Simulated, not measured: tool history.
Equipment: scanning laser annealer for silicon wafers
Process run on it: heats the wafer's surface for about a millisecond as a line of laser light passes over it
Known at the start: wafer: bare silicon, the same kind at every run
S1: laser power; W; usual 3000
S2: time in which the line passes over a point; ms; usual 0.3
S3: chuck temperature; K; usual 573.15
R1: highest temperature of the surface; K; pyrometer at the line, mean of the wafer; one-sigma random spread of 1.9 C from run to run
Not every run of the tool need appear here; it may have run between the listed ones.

Run 1, hour 0: usual settings. Result: R1 1390.15 K.
Run 2, hour 17.9: usual settings. Result: R1 1387.15 K.
Run 3, hour 33.3: usual settings. Result: R1 1387.15 K.
Run 4, hour 42.5: usual settings. Result: R1 1389.15 K.
Run 5, hour 54.4: usual settings. Result: R1 1386.15 K.
Run 6, hour 66.4: usual settings. Result: R1 1384.15 K.
Run 7, hour 76.1: usual settings. Result: R1 1383.15 K.
Run 8, hour 95.5: usual settings. Result: R1 1384.15 K.
Run 9, hour 114.1: usual settings but S2 0.313 ms. Result: R1 1402.15 K.
Run 10, hour 127.3: usual settings but S2 0.313 ms, S3 591.15 K. Result: R1 1418.15 K.
Run 11, hour 146: usual settings but S2 0.224 ms, S3 591.15 K. Result: R1 1291.15 K.
Run 12, hour 157.2: usual settings but S2 0.224 ms, S3 591.15 K. Result: R1 1291.15 K.
Run 13, hour 175.1: usual settings but S1 2702 W. Result: R1 1285.15 K.
Run 14, hour 190.9: usual settings but S1 2771 W. Result: R1 1303.15 K.
Run 15, hour 205.4: usual settings but S1 2771 W. Result: R1 1305.15 K.
Run 16, hour 218.2: usual settings but S1 2771 W. Result: R1 1303.15 K.
Run 17, hour 228.5: usual settings but S1 2771 W. Result: R1 1304.15 K.
Run 18, hour 237.2: usual settings but S1 2771 W. Result: R1 1304.15 K.
At hour 240.5: window over the wafer cleaned.
Run 19, hour 259.6: usual settings but S1 2771 W. Result: R1 1288.15 K.
Run 20, hour 270.3: usual settings but S1 3080 W. Result: R1 1388.15 K.
Run 21, hour 282.1: usual settings but S1 3080 W. Result: R1 1390.15 K.
Run 22, hour 294.4: usual settings but S1 2606 W. Result: R1 1232.15 K.
Run 23, hour 305: usual settings but S1 2652 W, S2 0.347 ms. Result: R1 1301.15 K.
At hour 311.4: window over the wafer cleaned, once more.
Run 24, hour 316.9: usual settings but S1 2652 W, S2 0.347 ms. Result: R1 1337.15 K.
Run 25, hour 330.2: usual settings but S1 2702 W, S2 0.23 ms. Result: R1 1215.15 K.
Run 26, hour 349.8: usual settings but S1 2702 W, S2 0.23 ms. Result: R1 1206.15 K.
Run 27, hour 367.6: usual settings but S1 3272 W, S2 0.249 ms, S3 559.15 K. Result: R1 1398.15 K.
Run 28, hour 376.7: usual settings but S1 3272 W, S2 0.249 ms, S3 559.15 K. Result: R1 1399.15 K.
Run 29, hour 386.2: usual settings but S1 3272 W, S2 0.249 ms, S3 559.15 K. Result: R1 1397.15 K.
Run 30, hour 404.4: usual settings but S1 2727 W, S2 0.316 ms, S3 549.15 K. Result: R1 1302.15 K.
Run 31, hour 415.1: usual settings but S1 2741 W, S2 0.369 ms, S3 548.15 K. Result: R1 1365.15 K.
Run 32, hour 431.2: usual settings but S1 3104 W, S2 0.275 ms, S3 574.15 K. Result: R1 1397.15 K.
Run 33, hour 450.1: usual settings but S1 2789 W, S2 0.335 ms, S3 606.15 K. Result: R1 1398.15 K.
Run 34, hour 470.7: usual settings but S1 3283 W, S2 0.211 ms. Result: R1 1347.15 K.
Run 35, hour 488.1: usual settings but S1 3283 W, S2 0.211 ms. Result: R1 1343.15 K.
Run 36, hour 507.6: usual settings but S1 2931 W, S2 0.25 ms, S3 581.15 K. Result: R1 1308.15 K.
Run 37, hour 522.1: usual settings but S1 2931 W, S2 0.25 ms, S3 581.15 K. Result: R1 1306.15 K.
Run 38, hour 535.5: usual settings but S1 2831 W, S2 0.215 ms, S3 596.15 K. Result: R1 1243.15 K.
Run 39, hour 550.1: usual settings but S1 2786 W, S2 0.236 ms, S3 607.15 K. Result: R1 1269.15 K.
Run 40, hour 565.6: usual settings but S1 2583 W, S2 0.236 ms, S3 607.15 K. Result: R1 1210.15 K.

Alternative continuations, all from the tool just after run 40; predict every row:
Run A, hour 580.9: usual settings but S1 2989 W, S2 0.236 ms, S3 607.15 K. Result: R1 ?.
Run B, hour 580.9: usual settings but S1 3020 W, S2 0.367 ms, S3 549.15 K. Result: R1 ?.
Run C, hour 580.9: usual settings but S1 2957 W. Result: R1 ?.
Run D, hour 580.9: usual settings but S1 3276 W, S2 0.239 ms, S3 576.15 K. Result: R1 ?.

run       R1
  A  1328.15
  B  1460.15
  C  1377.15
  D  1392.15
What these runs would have given with no unlogged condition in the tool:
run       R1
  A  1355.15
  B  1494.15
  C  1406.15
  D  1422.15
